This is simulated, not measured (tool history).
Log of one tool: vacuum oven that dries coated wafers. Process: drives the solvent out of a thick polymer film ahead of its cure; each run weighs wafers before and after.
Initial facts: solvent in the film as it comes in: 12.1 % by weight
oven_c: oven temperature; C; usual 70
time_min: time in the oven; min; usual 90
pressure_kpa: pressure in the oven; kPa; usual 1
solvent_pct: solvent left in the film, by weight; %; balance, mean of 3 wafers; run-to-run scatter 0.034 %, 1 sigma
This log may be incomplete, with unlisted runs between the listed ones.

| run | hour | oven_c | time_min | pressure_kpa | solvent_pct |
|---|---|---|---|---|---|
| 1 | 0 | 70 | 90 | 1 | 1.37 |
| 2 | 29.9 | 70 | 90 | 1 | 1.34 |
| 3 | 67.3 | 70 | 90 | 1 | 1.29 |
| 4 | 96.5 | 70 | 90 | 1 | 1.37 |
| 5 | 138.8 | 70 | 90 | 1 | 1.36 |
| 6 | 162.7 | 70 | 90 | 1 | 1.38 |
| 7 | 210.5 | 70 | 90 | 1 | 1.34 |
| 8 | 261 | 70 | 58 | 1 | 2.54 |
| 9 | 284.4 | 70 | 58 | 1 | 2.58 |
| 10 | 324.6 | 70 | 58 | 1 | 2.57 |
| 11 | 352.9 | 70 | 58 | 1 | 2.54 |
| 12 | 399.3 | 57 | 58 | 0.79 | 5.93 |
| 13 | 436.7 | 79 | 47 | 1 | 1.2 |
| 14 | 478 | 79 | 47 | 1 | 1.2 |
| 15 | 510.1 | 79 | 82 | 2.16 | 0.6 |
| 16 | 561.4 | 56 | 122 | 2.16 | 4.26 |
| 17 | 605.8 | 82 | 122 | 3.54 | 0.68 |
| 18 | 648.3 | 69 | 61 | 1.28 | 2.61 |

Consider 3 possible next runs. They are alternatives, not a sequence: every one starts from the tool as it was left by run 18. What does each give?
| A | 688.7 | 74 | 69 | 1.28 | ? |
| B | 688.7 | 70 | 100 | 0.91 | ? |
| C | 688.7 | 70 | 46 | 1 | ? |

| run | solvent_pct |
|---|---|
| A | 1.25 |
| B | 1.07 |
| C | 3.2 |
With the hidden condition removed and each run's random variation left untouched, the same runs would have given:
| run | solvent_pct |
|---|---|
| A | 1.26 |
| B | 1.07 |
| C | 3.27 |

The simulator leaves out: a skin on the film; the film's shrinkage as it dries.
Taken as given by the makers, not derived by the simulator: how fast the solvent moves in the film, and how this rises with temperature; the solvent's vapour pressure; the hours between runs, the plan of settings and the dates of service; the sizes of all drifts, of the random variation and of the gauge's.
